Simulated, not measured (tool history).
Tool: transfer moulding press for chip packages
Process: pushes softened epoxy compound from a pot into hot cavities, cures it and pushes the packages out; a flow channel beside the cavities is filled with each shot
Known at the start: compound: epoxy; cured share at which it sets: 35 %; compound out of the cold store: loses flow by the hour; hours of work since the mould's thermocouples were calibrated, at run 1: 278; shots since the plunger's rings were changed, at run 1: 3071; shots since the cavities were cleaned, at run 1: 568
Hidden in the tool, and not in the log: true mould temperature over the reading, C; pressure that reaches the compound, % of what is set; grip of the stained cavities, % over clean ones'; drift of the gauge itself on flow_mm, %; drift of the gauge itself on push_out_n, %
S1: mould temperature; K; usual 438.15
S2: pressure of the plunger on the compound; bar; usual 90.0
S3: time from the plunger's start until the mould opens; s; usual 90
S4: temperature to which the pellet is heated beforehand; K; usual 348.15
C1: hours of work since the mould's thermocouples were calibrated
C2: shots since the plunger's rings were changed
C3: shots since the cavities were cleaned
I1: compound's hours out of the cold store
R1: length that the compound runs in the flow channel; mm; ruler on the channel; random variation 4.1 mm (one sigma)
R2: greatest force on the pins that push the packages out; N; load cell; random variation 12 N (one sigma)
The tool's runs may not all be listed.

run,hour,S1,S2,S3,S4,C1,C2,C3,I1,R1,R2
1,0.0,438.15,90.0,90,348.15,278,3071,568,21.0,866,1029
# hour 21.6: cavities cleaned with cleaning compound and waxed
2,60.0,438.15,90.0,90,348.15,322,3856,515,44.9,764,911
# hour 88.0: cavities cleaned with cleaning compound and waxed
# hour 118.8: plunger's sealing rings changed
3,121.5,438.15,90.0,90,348.15,365,37,417,10.2,963,895
# hour 157.5: cavities cleaned with cleaning compound and waxed
4,187.7,438.15,90.0,90,348.15,414,906,407,11.7,945,905
# hour 225.2: cavities cleaned with cleaning compound and waxed
5,226.6,438.15,90.0,90,348.15,442,1407,19,39.2,829,615
6,256.0,438.15,90.0,92,348.15,464,1802,414,16.0,908,903
# hour 292.9: cavities cleaned with cleaning compound and waxed
7,301.9,438.15,90.0,92,348.15,498,2398,121,29.9,854,663
8,340.8,438.15,90.0,92,348.15,527,2920,643,45.0,783,894
# hour 360.2: cavities cleaned with cleaning compound and waxed
9,404.3,439.15,90.0,90,348.15,574,3753,592,47.0,760,857
# hour 425.2: mould's thermocouples calibrated
# hour 426.7: cavities cleaned with cleaning compound and waxed
10,434.7,438.15,86.7,90,348.15,6,4114,108,34.7,784,622
# hour 469.7: plunger's sealing rings changed
11,487.9,438.15,86.7,90,348.15,44,244,789,18.9,899,976
# hour 494.7: cavities cleaned with cleaning compound and waxed
12,547.5,438.15,90.0,90,348.15,88,1024,709,34.7,836,894
# hour 562.5: cavities cleaned with cleaning compound and waxed
13,599.5,438.15,90.0,90,348.15,126,1702,497,42.1,810,846
# hour 628.4: cavities cleaned with cleaning compound and waxed
14,633.7,438.15,90.0,86,348.15,151,2140,70,39.3,808,657
15,660.3,438.15,90.0,86,348.15,171,2498,428,11.7,908,987
# hour 692.2: cavities cleaned with cleaning compound and waxed
16,717.4,434.15,72.9,105,343.15,213,3244,337,18.5,805,810
17,745.6,434.15,72.9,105,343.15,234,3624,717,32.2,749,928
# hour 756.4: cavities cleaned with cleaning compound and waxed
18,801.1,434.15,72.9,105,343.15,275,4348,600,32.1,747,932
# hour 820.7: plunger's sealing rings changed
# hour 826.3: cavities cleaned with cleaning compound and waxed
19,861.7,441.15,103.9,90,339.15,317,531,475,26.3,932,718
# hour 890.4: cavities cleaned with cleaning compound and waxed
20,918.7,441.15,103.9,90,339.15,359,1276,379,44.4,847,667
# hour 955.4: cavities cleaned with cleaning compound and waxed
21,978.8,441.15,82.1,95,339.15,403,2063,314,40.5,757,640
# hour 1021.7: cavities cleaned with cleaning compound and waxed
22,1022.9,435.15,90.0,120,348.15,435,2635,16,32.3,854,459
23,1071.0,435.15,90.0,120,348.15,471,3281,662,17.0,893,727
# hour 1090.5: cavities cleaned with cleaning compound and waxed
24,1125.8,435.15,81.0,73,348.15,512,3996,473,32.6,788,1706
# hour 1156.2: cavities cleaned with cleaning compound and waxed
# hour 1172.1: plunger's sealing rings changed
25,1191.1,438.15,102.8,90,345.15,558,254,434,23.4,969,939
# hour 1225.5: cavities cleaned with cleaning compound and waxed
26,1226.6,438.15,102.8,90,345.15,583,711,14,14.4,1003,664
# hour 1234.0: mould's thermocouples calibrated
27,1275.7,435.15,109.3,70,340.15,31,1343,646,34.8,941,1939
# hour 1292.8: cavities cleaned with cleaning compound and waxed
28,1329.9,438.15,90.0,89,342.15,71,2051,499,42.3,802,852

3 ways to go on from here, each from the tool as it stands after run 28. What would each give?
# hour 1356.8: cavities cleaned with cleaning compound and waxed
A,1391.6,436.15,90.0,90,348.15,116,2859,467,36.3,?,?
# hour 1356.8: cavities cleaned with cleaning compound and waxed
B,1391.6,438.15,90.0,83,351.15,116,2859,467,43.4,?,?
# hour 1356.8: cavities cleaned with cleaning compound and waxed
C,1391.6,438.15,87.1,84,346.15,116,2859,467,41.3,?,?

run,R1,R2
A,826,937
B,790,926
C,785,954
Without the tool's hidden state the same runs would have given:
run,R1,R2
A,866,616
B,829,608
C,824,627
